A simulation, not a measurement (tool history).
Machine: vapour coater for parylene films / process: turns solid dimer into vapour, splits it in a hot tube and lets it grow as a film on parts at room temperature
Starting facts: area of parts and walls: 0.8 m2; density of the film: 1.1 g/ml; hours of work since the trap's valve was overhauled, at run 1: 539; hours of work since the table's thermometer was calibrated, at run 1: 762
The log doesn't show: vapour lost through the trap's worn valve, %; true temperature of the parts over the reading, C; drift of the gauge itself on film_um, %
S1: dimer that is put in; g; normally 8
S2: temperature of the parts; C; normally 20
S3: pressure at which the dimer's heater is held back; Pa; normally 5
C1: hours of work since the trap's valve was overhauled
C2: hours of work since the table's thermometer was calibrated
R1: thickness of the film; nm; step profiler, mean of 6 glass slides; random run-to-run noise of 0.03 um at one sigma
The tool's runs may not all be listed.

run,hour,S1,S2,S3,C1,C2,R1
1,0,8,20,5,539,762,3980
2,17.5,8,20,8.89,553,776,3800
3,43.4,8,20,8.89,575,797,3740
4,58.1,8,20,8.89,587,809,3730
5,90.4,8,18,5,613,836,4200
# hour 96.9: trap's valve overhauled
6,111,8,20,5,11,849,4570
7,127.9,8,20,4.65,25,863,4600
8,160.8,8,20,4.65,52,890,4550
9,183.6,8,20,5.63,71,908,4410
10,200.7,14,20,5,85,922,7710
11,225.7,14,20,5,105,943,7820
12,249.9,14,20,5,125,962,7740
13,280.5,9,22,3.05,150,987,4850
14,300.4,9,22,3.05,166,1003,4850
15,335.4,9,22,3.05,194,1032,4880
16,356.9,3,20,5,212,1049,1630
17,388.2,3,20,5,237,1075,1620
18,408.9,8,25,7.79,254,1092,3510
19,432.2,8,25,7.79,273,1111,3510
20,448.4,3,12,2.8,286,1124,2160
21,468.1,4,16,11,302,1140,2210
22,494,4,16,11,324,1161,2170
23,513.6,7,24,10.65,339,1177,3010

Hidden state at the last listed run before each entry between runs and at the first one after, where it differs:
In the gap between runs 5 and 6: trap's valve overhauled (hour 96.9)
  vapour lost through the trap's worn valve, %: 14.2 -> 0.8; true temperature of the parts over the reading, C: -0.4 -> -0.41
  difference, measured minus the result without the unlogged condition, R1: -630 -> +20 nm
